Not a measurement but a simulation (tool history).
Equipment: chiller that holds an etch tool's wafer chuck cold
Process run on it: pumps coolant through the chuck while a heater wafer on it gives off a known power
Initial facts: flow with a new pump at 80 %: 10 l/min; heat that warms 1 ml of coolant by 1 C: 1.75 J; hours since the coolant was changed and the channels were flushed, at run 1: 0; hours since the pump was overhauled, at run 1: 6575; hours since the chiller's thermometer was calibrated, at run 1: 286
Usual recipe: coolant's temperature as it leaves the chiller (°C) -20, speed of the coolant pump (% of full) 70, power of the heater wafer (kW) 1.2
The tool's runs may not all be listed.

| run | day | coolant's temperature as it leaves the chiller (°C) | speed of the coolant pump (% of full) | power of the heater wafer (kW) | hours since the coolant was changed and the channels were flushed | hours since the pump was overhauled | hours since the chiller's thermometer was calibrated | chuck's temperature once it has settled (°C) | how much warmer the coolant comes back (C) |
|---|---|---|---|---|---|---|---|---|---|
| 1 | 0 | -20 | 70 | 1.2 | 0 | 6575 | 286 | -7.9 | 4.75 |
| 2 | 7.275 | -20 | 70 | 1.2 | 175 | 6750 | 461 | -7.9 | 4.75 |
| 3 | 15.575 | -20 | 70 | 1.2 | 374 | 6949 | 660 | -8.1 | 4.71 |
| 4 | 22.629 | -20 | 70 | 1.2 | 543 | 7118 | 829 | -8.1 | 4.74 |
| 5 | 29.217 | -26 | 70 | 1.2 | 701 | 7276 | 987 | -13.9 | 4.76 |
| 6 | 35.929 | -26 | 70 | 1.2 | 862 | 7438 | 1148 | -14.1 | 4.75 |
| 7 | 40.608 | -20 | 63 | 1.2 | 975 | 7550 | 1261 | -7.2 | 5.36 |
| 8 | 44.788 | -29 | 70 | 1.2 | 1075 | 7650 | 1361 | -17 | 4.83 |
| 9 | 51.525 | -20 | 68 | 1.2 | 1237 | 7812 | 1522 | -7.5 | 4.97 |
| 10 | 55.154 | -20 | 68 | 1.2 | 1324 | 7899 | 1610 | -7.8 | 4.93 |
| 11 | 59.8 | -20 | 68 | 1.2 | 1435 | 8010 | 1721 | -7.8 | 5.03 |
| 12 | 66.971 | -20 | 68 | 1.2 | 1607 | 8183 | 1893 | -7.7 | 5 |
| 13 | 70.608 | -15 | 68 | 1.2 | 1695 | 8270 | 1981 | -2.6 | 4.97 |
| 14 | 78.05 | -15 | 68 | 1.2 | 1873 | 8448 | 2159 | -2.8 | 4.99 |
| 15 | 84.117 | -20 | 70 | 1.2 | 2019 | 8594 | 2305 | -7.9 | 4.85 |
| 16 | 88.696 | -20 | 70 | 1.2 | 2129 | 8704 | 2415 | -8 | 4.87 |
|  | 90.738 | coolant pump overhauled |
| 17 | 97.196 | -21 | 70 | 1.2 | 2328 | 155 | 2614 | -8.9 | 4.85 |
| 18 | 103.162 | -21 | 70 | 1.2 | 2471 | 298 | 2757 | -9.1 | 4.85 |
| 19 | 108.212 | -27 | 90 | 1.2 | 2592 | 419 | 2878 | -16.7 | 3.86 |
| 20 | 114.342 | -27 | 64 | 0.642 | 2739 | 566 | 3025 | -20.3 | 2.97 |
| 21 | 121.729 | -20 | 83 | 0.634 | 2917 | 744 | 3202 | -14.1 | 2.23 |
| 22 | 126.525 | -19 | 91 | 1.385 | 3032 | 859 | 3318 | -7.1 | 4.35 |

The next listed run, before its measurement:
| 23 | 134.529 | -20 | 93 | 1.385 | 3224 | 1051 | 3510 | ? | ? |

{"run 23": {"chuck's temperature once it has settled (°C)": -8.2, "how much warmer the coolant comes back (C)": 4.22}}
Minus the tool's unlogged condition, the same run would have read chuck's temperature once it has settled (°C) -8.3, how much warmer the coolant comes back (C) 4.
